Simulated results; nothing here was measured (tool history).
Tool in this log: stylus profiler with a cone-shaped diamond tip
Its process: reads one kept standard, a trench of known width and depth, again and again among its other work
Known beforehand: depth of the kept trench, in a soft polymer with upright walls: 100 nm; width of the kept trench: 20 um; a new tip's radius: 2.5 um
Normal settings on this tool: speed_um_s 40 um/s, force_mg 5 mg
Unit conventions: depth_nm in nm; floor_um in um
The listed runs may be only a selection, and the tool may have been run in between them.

run     day  speed_um_s  force_mg  depth_nm  floor_um
  1       0          40         5     102.6     18.53
  2   2.925          40         5    102.66     18.54
  3   4.554          40     10.42    104.29     18.49
  4   7.417          40         5    102.66      18.5
  5   9.671          40         5    102.67     18.45
  6  13.312          40         5    102.74     18.47
  7  15.733          40         5     102.7     18.54
  8  19.338          40         5    102.63      18.5
  9  21.788          40      10.4    104.24     18.49
 10  25.542          40      10.4    104.37     18.52
 11  29.371          40      10.4    104.22      18.5
 12  31.771          40      10.4    104.34     18.54
 13  33.671          40      10.4    104.35     18.49
 14  37.388          40      1.76    101.32     18.45
 15    40.8          21       8.2    103.68     18.54
 16  42.658          21       3.7    102.19     18.49
 17  44.992          34      1.68    101.29     18.42
 18  48.771          14       5.4    102.86     18.55
 19  50.342          14       5.4    102.84     18.54
 20  52.283          74      2.24    101.68     18.38

Estimate the outcome of run 21 from the log above:
 21  54.404          33      2.24         ?         ?

depth_nm: 101.55 nm
floor_um: 18.49 um
Had the tool carried no hidden state, the very same run would have given depth_nm 101.57 nm, floor_um 18.51 um.
